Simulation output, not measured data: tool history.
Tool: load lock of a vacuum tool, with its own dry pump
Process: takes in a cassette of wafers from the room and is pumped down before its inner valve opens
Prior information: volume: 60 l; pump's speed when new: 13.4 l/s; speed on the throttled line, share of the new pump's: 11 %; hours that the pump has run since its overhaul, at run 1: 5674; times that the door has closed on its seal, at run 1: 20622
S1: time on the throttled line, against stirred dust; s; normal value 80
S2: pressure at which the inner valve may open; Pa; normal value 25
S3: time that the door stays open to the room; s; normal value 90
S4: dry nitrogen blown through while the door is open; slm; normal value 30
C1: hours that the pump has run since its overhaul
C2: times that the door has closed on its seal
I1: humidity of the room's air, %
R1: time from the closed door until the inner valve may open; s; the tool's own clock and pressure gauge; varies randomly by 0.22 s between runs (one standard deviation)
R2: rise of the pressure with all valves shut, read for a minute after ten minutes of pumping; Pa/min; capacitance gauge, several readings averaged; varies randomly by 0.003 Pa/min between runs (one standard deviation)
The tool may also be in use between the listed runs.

{"run": 1, "hour": 0.0, "S1": 80, "S2": 25, "S3": 90, "S4": 30, "C1": 5674, "C2": 20622, "I1": 47.3, "R1": 110.3, "R2": 0.095}
{"run": 2, "hour": 293.1, "S1": 80, "S2": 25, "S3": 90, "S4": 30, "C1": 5967, "C2": 21180, "I1": 43.8, "R1": 110.7, "R2": 0.097}
{"run": 3, "hour": 438.7, "S1": 80, "S2": 25, "S3": 90, "S4": 30, "C1": 6113, "C2": 21457, "I1": 46, "R1": 110.3, "R2": 0.103}
{"run": 4, "hour": 614.9, "S1": 80, "S2": 25, "S3": 90, "S4": 30, "C1": 6289, "C2": 21792, "I1": 45.6, "R1": 110.3, "R2": 0.1}
{"run": 5, "hour": 841.0, "S1": 80, "S2": 21, "S3": 90, "S4": 30, "C1": 6515, "C2": 22223, "I1": 45.7, "R1": 111.4, "R2": 0.104}
{"run": 6, "hour": 1080.2, "S1": 80, "S2": 21, "S3": 90, "S4": 30, "C1": 6754, "C2": 22678, "I1": 45.6, "R1": 111.5, "R2": 0.101}
{"run": 7, "hour": 1271.1, "S1": 80, "S2": 21, "S3": 90, "S4": 30, "C1": 6945, "C2": 23041, "I1": 46.1, "R1": 111, "R2": 0.103}
{"run": 8, "hour": 1522.0, "S1": 80, "S2": 25, "S3": 90, "S4": 30, "C1": 7196, "C2": 23519, "I1": 43.1, "R1": 110.7, "R2": 0.113}
{"run": 9, "hour": 1800.3, "S1": 80, "S2": 25, "S3": 90, "S4": 30, "C1": 7474, "C2": 24049, "I1": 45.1, "R1": 110.8, "R2": 0.115}
{"run": 10, "hour": 2065.9, "S1": 80, "S2": 25, "S3": 28, "S4": 30, "C1": 7740, "C2": 24554, "I1": 43.8, "R1": 110.9, "R2": 0.11}
{"run": 11, "hour": 2412.1, "S1": 80, "S2": 25, "S3": 28, "S4": 30, "C1": 8086, "C2": 25213, "I1": 49.5, "R1": 110.4, "R2": 0.11}
{"run": 12, "hour": 2685.0, "S1": 80, "S2": 25, "S3": 28, "S4": 30, "C1": 8359, "C2": 25733, "I1": 42.7, "R1": 110.3, "R2": 0.118}
{"run": 13, "hour": 2927.1, "S1": 80, "S2": 25, "S3": 28, "S4": 30, "C1": 8601, "C2": 26194, "I1": 42, "R1": 111.2, "R2": 0.121}
{"run": 14, "hour": 3166.0, "S1": 88, "S2": 25, "S3": 121, "S4": 8, "C1": 8840, "C2": 26649, "I1": 48, "R1": 118.6, "R2": 0.153}
{"run": 15, "hour": 3463.6, "S1": 88, "S2": 25, "S3": 121, "S4": 8, "C1": 9138, "C2": 27215, "I1": 43.2, "R1": 118.2, "R2": 0.158}
{"run": 16, "hour": 3729.7, "S1": 88, "S2": 20, "S3": 121, "S4": 5, "C1": 9404, "C2": 27722, "I1": 48.8, "R1": 119.4, "R2": 0.165}
{"run": 17, "hour": 4039.0, "S1": 88, "S2": 20, "S3": 121, "S4": 5, "C1": 9713, "C2": 28311, "I1": 45.9, "R1": 119.7, "R2": 0.167}
{"run": 18, "hour": 4331.7, "S1": 55, "S2": 20, "S3": 33, "S4": 5, "C1": 10006, "C2": 28868, "I1": 43.2, "R1": 90.7, "R2": 0.144}
{"run": 19, "hour": 4509.3, "S1": 84, "S2": 20, "S3": 33, "S4": 4, "C1": 10183, "C2": 29206, "I1": 45.1, "R1": 116.3, "R2": 0.145}
{"run": 20, "hour": 4795.3, "S1": 84, "S2": 20, "S3": 33, "S4": 4, "C1": 10469, "C2": 29750, "I1": 45.5, "R1": 116.4, "R2": 0.15}
{"run": 21, "hour": 5002.0, "S1": 84, "S2": 20, "S3": 33, "S4": 4, "C1": 10676, "C2": 30144, "I1": 43.2, "R1": 116.5, "R2": 0.15}
{"run": 22, "hour": 5259.5, "S1": 146, "S2": 25, "S3": 144, "S4": 14, "C1": 10934, "C2": 30634, "I1": 45.6, "R1": 170.2, "R2": 0.175}
{"run": 23, "hour": 5542.2, "S1": 143, "S2": 25, "S3": 90, "S4": 6, "C1": 11216, "C2": 31172, "I1": 47.9, "R1": 166.8, "R2": 0.171}
{"run": 24, "hour": 5876.8, "S1": 105, "S2": 43, "S3": 72, "S4": 39, "C1": 11551, "C2": 31809, "I1": 41.4, "R1": 131.2, "R2": 0.157}
{"run": 25, "hour": 6018.1, "S1": 80, "S2": 49, "S3": 32, "S4": 30, "C1": 11692, "C2": 32078, "I1": 46.8, "R1": 108.2, "R2": 0.159}
{"run": 26, "hour": 6318.6, "S1": 80, "S2": 18, "S3": 90, "S4": 30, "C1": 11993, "C2": 32650, "I1": 48.4, "R1": 113.7, "R2": 0.171}

What if the next run were any one of these 4? Each begins from the tool's condition after run 26:
{"run": "A", "hour": 6619.0, "S1": 80, "S2": 25, "S3": 81, "S4": 16, "C1": 12293, "C2": 33222, "I1": 44, "R1": "?", "R2": "?"}
{"run": "B", "hour": 6619.0, "S1": 48, "S2": 18, "S3": 90, "S4": 30, "C1": 12293, "C2": 33222, "I1": 48.3, "R1": "?", "R2": "?"}
{"run": "C", "hour": 6619.0, "S1": 60, "S2": 18, "S3": 90, "S4": 10, "C1": 12293, "C2": 33222, "I1": 46.4, "R1": "?", "R2": "?"}
{"run": "D", "hour": 6619.0, "S1": 52, "S2": 18, "S3": 90, "S4": 30, "C1": 12293, "C2": 33222, "I1": 44.9, "R1": "?", "R2": "?"}

run=A R1=111.9 R2=0.175
run=B R1=85.5 R2=0.171
run=C R1=96.2 R2=0.182
run=D R1=89.3 R2=0.173
What these runs would have given with no unlogged condition in the tool:
run=A R1=108.5 R2=0.018
run=B R1=81.7 R2=0.015
run=C R1=92.5 R2=0.024
run=D R1=85.4 R2=0.014
